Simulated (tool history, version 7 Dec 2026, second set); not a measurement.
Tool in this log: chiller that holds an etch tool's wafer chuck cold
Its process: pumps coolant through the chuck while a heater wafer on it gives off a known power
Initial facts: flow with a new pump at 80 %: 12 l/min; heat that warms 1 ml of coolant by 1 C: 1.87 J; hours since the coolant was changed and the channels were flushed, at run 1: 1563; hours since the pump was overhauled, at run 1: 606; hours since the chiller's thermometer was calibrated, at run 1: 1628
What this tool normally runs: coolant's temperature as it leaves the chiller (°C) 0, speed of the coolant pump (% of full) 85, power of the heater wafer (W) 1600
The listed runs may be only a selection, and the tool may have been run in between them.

run   hour  coolant's temperature as it leaves the chiller (°C)  speed of the coolant pump (% of full)  power of the heater wafer (W)  hours since the coolant was changed and the channels were flushed  hours since the pump was overhauled  hours since the chiller's thermometer was calibrated  chuck's temperature once it has settled (°C)  how much warmer the coolant comes back (C)
  1      0                                                    0                                     85                           1600                                                               1563                                  606                                                  1628                                          13.1                                        4.04
  2   45.2                                                    0                                     85                           1600                                                               1609                                  651                                                  1673                                          12.9                                        4.05
  3  120.6                                                    0                                     85                           1600                                                               1684                                  726                                                  1749                                          12.9                                        4.04
  4  173.2                                                    0                                     85                           1600                                                               1737                                  779                                                  1801                                          12.9                                        4.04
  5  225.9                                                    0                                     85                           2251                                                               1789                                  832                                                  1854                                          18.1                                        5.68
  6  274.2                                                    0                                     85                           1600                                                               1838                                  880                                                  1902                                          12.9                                        4.05
  7  319.6                                                    0                                     85                           1600                                                               1883                                  926                                                  1948                                          12.9                                        4.05
  8  380.2                                                    0                                     75                           1600                                                               1944                                  986                                                  2008                                          14.1                                        4.56
  9  417.5                                                    0                                     75                           1600                                                               1981                                 1023                                                  2045                                          13.8                                        4.55
 10  480.1                                                    5                                     75                           1194                                                               2044                                 1086                                                  2108                                          15.5                                        3.37
 11    525                                                  -10                                     85                           1600                                                               2088                                 1131                                                  2153                                           2.9                                           4
 12  559.4                                                  -10                                     85                           1600                                                               2123                                 1165                                                  2187                                           2.9                                        4.03
 13  624.3                                                   -6                                     80                           2060                                                               2188                                 1230                                                  2252                                          11.3                                        5.51
     640.3  -- chiller's thermometer calibrated
 14  669.1                                                   -6                                     80                           2060                                                               2232                                 1274                                                    29                                          11.3                                        5.51

Each row is a separate what-if for the run after 14, all from the same tool condition, not one after another. Results?
  A  705.5                                                    0                                     81                           1783                                                               2268                                 1310                                                    65                                             ?                                           ?
  B  705.5                                                   -8                                     89                           1804                                                               2268                                 1310                                                    65                                             ?                                           ?
  C  705.5                                                    0                                     90                           1695                                                               2268                                 1310                                                    65                                             ?                                           ?

run  chuck's temperature once it has settled (°C)  how much warmer the coolant comes back (C)
  A                                          14.9                                        4.73
  B                                           6.2                                        4.36
  C                                          13.3                                        4.03
The same runs, with their run-to-run variation unchanged, on a tool lacking any hidden condition would have given:
run  chuck's temperature once it has settled (°C)  how much warmer the coolant comes back (C)
  A                                          14.8                                        4.73
  B                                           6.2                                        4.35
  C                                          13.3                                        4.03

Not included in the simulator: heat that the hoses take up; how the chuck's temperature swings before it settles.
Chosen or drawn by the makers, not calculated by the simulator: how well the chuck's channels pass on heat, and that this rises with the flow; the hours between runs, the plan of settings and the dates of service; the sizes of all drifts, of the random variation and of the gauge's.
